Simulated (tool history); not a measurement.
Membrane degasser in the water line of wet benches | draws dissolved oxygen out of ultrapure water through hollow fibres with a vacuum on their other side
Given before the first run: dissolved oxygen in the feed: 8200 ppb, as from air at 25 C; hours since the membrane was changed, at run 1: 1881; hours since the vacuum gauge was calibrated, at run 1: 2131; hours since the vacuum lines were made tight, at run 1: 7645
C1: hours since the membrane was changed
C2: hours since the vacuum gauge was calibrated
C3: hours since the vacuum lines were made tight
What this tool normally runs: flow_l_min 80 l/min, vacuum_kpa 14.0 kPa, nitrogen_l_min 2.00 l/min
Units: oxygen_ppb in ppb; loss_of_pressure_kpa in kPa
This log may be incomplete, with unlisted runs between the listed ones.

run 1 day=0.000 | flow_l_min=80 vacuum_kpa=14.0 nitrogen_l_min=2.00 | C1=1881 C2=2131 C3=7645 | oxygen_ppb=806.7 loss_of_pressure_kpa=58.94
run 2 day=3.258 | flow_l_min=80 vacuum_kpa=14.0 nitrogen_l_min=0.95 | C1=1959 C2=2209 C3=7723 | oxygen_ppb=1331.3 loss_of_pressure_kpa=59.24
run 3 day=7.896 | flow_l_min=80 vacuum_kpa=14.0 nitrogen_l_min=0.95 | C1=2070 C2=2321 C3=7834 | oxygen_ppb=1332.6 loss_of_pressure_kpa=58.84
run 4 day=12.808 | flow_l_min=80 vacuum_kpa=14.0 nitrogen_l_min=2.68 | C1=2188 C2=2439 C3=7952 | oxygen_ppb=644.9 loss_of_pressure_kpa=59.28
run 5 day=16.725 | flow_l_min=80 vacuum_kpa=14.0 nitrogen_l_min=2.68 | C1=2282 C2=2533 C3=8046 | oxygen_ppb=645.5 loss_of_pressure_kpa=59.02
-- day=17.083 vacuum gauge calibrated
run 6 day=23.783 | flow_l_min=80 vacuum_kpa=14.0 nitrogen_l_min=2.68 | C1=2451 C2=161 C3=8215 | oxygen_ppb=650.8 loss_of_pressure_kpa=59.38

For run 7, what comes out?
run 7 day=28.950 | flow_l_min=80 vacuum_kpa=11.9 nitrogen_l_min=4.91 | C1=2575 C2=285 C3=8339 | oxygen_ppb=? loss_of_pressure_kpa=?

Run 7 yielded oxygen_ppb 322.7 ppb, loss_of_pressure_kpa 59.15 kPa.
With no hidden state in the tool, this same run would have given oxygen_ppb 313.4 ppb, loss_of_pressure_kpa 58.13 kPa.

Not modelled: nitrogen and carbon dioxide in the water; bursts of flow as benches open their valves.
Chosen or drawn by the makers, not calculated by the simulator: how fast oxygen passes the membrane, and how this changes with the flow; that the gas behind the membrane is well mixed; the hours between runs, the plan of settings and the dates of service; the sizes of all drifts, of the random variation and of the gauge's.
